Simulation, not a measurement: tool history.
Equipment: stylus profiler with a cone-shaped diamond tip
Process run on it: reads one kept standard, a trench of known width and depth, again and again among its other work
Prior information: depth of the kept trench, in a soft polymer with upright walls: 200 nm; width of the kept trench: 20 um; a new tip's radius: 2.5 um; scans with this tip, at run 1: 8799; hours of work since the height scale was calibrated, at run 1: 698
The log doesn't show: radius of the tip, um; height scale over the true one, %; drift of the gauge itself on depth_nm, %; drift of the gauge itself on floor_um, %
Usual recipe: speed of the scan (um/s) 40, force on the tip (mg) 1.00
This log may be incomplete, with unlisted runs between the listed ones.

run	hour	speed of the scan (um/s)	force on the tip (mg)	scans with this tip	hours of work since the height scale was calibrated	depth of the trench (Å)	width of the trench's floor (nm)
1	0.0	40	1.00	8799	698	2002.1	16600
2	29.1	40	1.00	8979	712	2004.0	16620
3	60.7	24	1.00	9174	728	2001.8	16720
4	95.9	14	1.00	9390	745	2002.6	16760
5	122.7	40	0.45	9555	758	1997.8	16380
6	163.8	40	0.45	9808	778	1998.7	16370
7	197.6	40	0.45	10017	795	1998.4	16370
8	238.4	75	0.88	10268	815	2002.2	16190
9	269.1	39	0.83	10457	830	2000.5	16490
10	290.5	39	0.83	10589	840	2001.3	16460
11	320.1	40	0.56	10771	855	1996.8	16310

Some steps in depth of the trench (Å) between neighbouring runs. How much of each would the tool show without its hidden state too (settings, what came in, random variation), and how much is left for the hidden state, with any gauge scatter that isn't in both results?
Run 2 -> 3: speed of the scan (um/s) 40 -> 24. depth of the trench (Å) -2.2: hidden state -0.2, all else -2.0.
Run 4 -> 5: speed of the scan (um/s) 14 -> 40, force on the tip (mg) 1.00 -> 0.45. depth of the trench (Å) -4.8: hidden state -0.1, all else -4.7.

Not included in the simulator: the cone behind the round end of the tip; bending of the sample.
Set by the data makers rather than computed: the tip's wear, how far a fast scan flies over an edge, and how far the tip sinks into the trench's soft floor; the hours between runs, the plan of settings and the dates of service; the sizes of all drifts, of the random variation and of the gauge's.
